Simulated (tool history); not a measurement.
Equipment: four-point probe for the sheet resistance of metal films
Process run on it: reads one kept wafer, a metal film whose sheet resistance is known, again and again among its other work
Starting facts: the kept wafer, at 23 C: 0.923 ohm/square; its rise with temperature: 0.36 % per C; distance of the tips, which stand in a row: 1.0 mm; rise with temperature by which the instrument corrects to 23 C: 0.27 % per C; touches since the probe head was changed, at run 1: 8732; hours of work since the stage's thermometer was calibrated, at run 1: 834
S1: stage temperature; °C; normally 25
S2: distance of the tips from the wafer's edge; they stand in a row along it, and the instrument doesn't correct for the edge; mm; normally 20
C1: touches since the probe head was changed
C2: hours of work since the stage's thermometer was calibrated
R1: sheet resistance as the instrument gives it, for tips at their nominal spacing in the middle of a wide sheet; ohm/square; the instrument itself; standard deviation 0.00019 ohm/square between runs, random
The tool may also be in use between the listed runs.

{"run": 1, "day": 0.0, "S1": 25, "S2": 20, "C1": 8732, "C2": 834, "R1": 0.922082}
{"run": 2, "day": 0.679, "S1": 25, "S2": 20, "C1": 8930, "C2": 841, "R1": 0.922359}
{"run": 3, "day": 1.192, "S1": 25, "S2": 20, "C1": 9079, "C2": 847, "R1": 0.921864}
{"run": 4, "day": 1.838, "S1": 25, "S2": 20, "C1": 9266, "C2": 854, "R1": 0.922303}
{"run": 5, "day": 2.654, "S1": 25, "S2": 20, "C1": 9505, "C2": 864, "R1": 0.922492}
{"run": 6, "day": 3.112, "S1": 25, "S2": 20, "C1": 9638, "C2": 869, "R1": 0.921992}
{"run": 7, "day": 4.054, "S1": 25, "S2": 20, "C1": 9912, "C2": 880, "R1": 0.922051}
{"run": 8, "day": 4.762, "S1": 25, "S2": 20, "C1": 10118, "C2": 888, "R1": 0.921979}
{"run": 9, "day": 5.188, "S1": 25, "S2": 20, "C1": 10242, "C2": 892, "R1": 0.922105}
{"run": 10, "day": 5.717, "S1": 25, "S2": 20, "C1": 10396, "C2": 898, "R1": 0.922271}
{"run": 11, "day": 6.558, "S1": 25, "S2": 20, "C1": 10641, "C2": 908, "R1": 0.921983}
{"run": 12, "day": 7.171, "S1": 25, "S2": 20, "C1": 10819, "C2": 915, "R1": 0.921853}
{"run": 13, "day": 7.779, "S1": 25, "S2": 20, "C1": 10996, "C2": 922, "R1": 0.922075}
{"run": 14, "day": 8.204, "S1": 25, "S2": 20, "C1": 11120, "C2": 927, "R1": 0.922199}
{"run": 15, "day": 8.646, "S1": 25, "S2": 10, "C1": 11248, "C2": 932, "R1": 0.925332}
{"run": 16, "day": 9.329, "S1": 25, "S2": 10, "C1": 11446, "C2": 939, "R1": 0.925587}
{"day": 9.412, "done": "stage's thermometer calibrated"}
{"run": 17, "day": 9.862, "S1": 29, "S2": 57, "C1": 11596, "C2": 5, "R1": 0.923794}
{"run": 18, "day": 10.746, "S1": 18, "S2": 57, "C1": 11852, "C2": 15, "R1": 0.915227}
{"run": 19, "day": 11.375, "S1": 21, "S2": 8, "C1": 12037, "C2": 22, "R1": 0.925313}
{"run": 20, "day": 12.038, "S1": 26, "S2": 53, "C1": 12229, "C2": 30, "R1": 0.921539}
{"day": 12.683, "done": "stage's thermometer calibrated, once more"}
{"run": 21, "day": 12.838, "S1": 23, "S2": 8, "C1": 12456, "C2": 2, "R1": 0.927235}
{"run": 22, "day": 13.608, "S1": 30, "S2": 8, "C1": 12680, "C2": 11, "R1": 0.932756}
{"run": 23, "day": 14.404, "S1": 28, "S2": 65, "C1": 12911, "C2": 19, "R1": 0.923297}
{"run": 24, "day": 15.312, "S1": 30, "S2": 28, "C1": 13176, "C2": 30, "R1": 0.925243}
{"run": 25, "day": 15.879, "S1": 19, "S2": 5, "C1": 13341, "C2": 36, "R1": 0.935667}
{"run": 26, "day": 16.654, "S1": 18, "S2": 9, "C1": 13566, "C2": 45, "R1": 0.921204}
{"run": 27, "day": 17.329, "S1": 18, "S2": 9, "C1": 13763, "C2": 53, "R1": 0.921882}
{"run": 28, "day": 17.829, "S1": 18, "S2": 9, "C1": 13909, "C2": 58, "R1": 0.921663}
{"run": 29, "day": 18.704, "S1": 18, "S2": 70, "C1": 14162, "C2": 68, "R1": 0.915255}

Entry by entry between the runs, the difference in hidden state between the last listed run before and the first listed run after:
After run 16, before run 17: stage's thermometer calibrated (day 9.412)
  inner tips' distance over the nominal, %: -0.33 -> -0.331; wafer's true temperature over the reading, C: -0.16 -> -0.21
  measured minus no-state result, R1: -0.003856 -> -0.004003 ohm/square
After run 20, before run 21: stage's thermometer calibrated, once more (day 12.683)
  inner tips' distance over the nominal, %: -0.334 -> -0.336; wafer's true temperature over the reading, C: -0.21 -> -0.04
  measured minus no-state result, R1: -0.004041 -> -0.003513 ohm/square
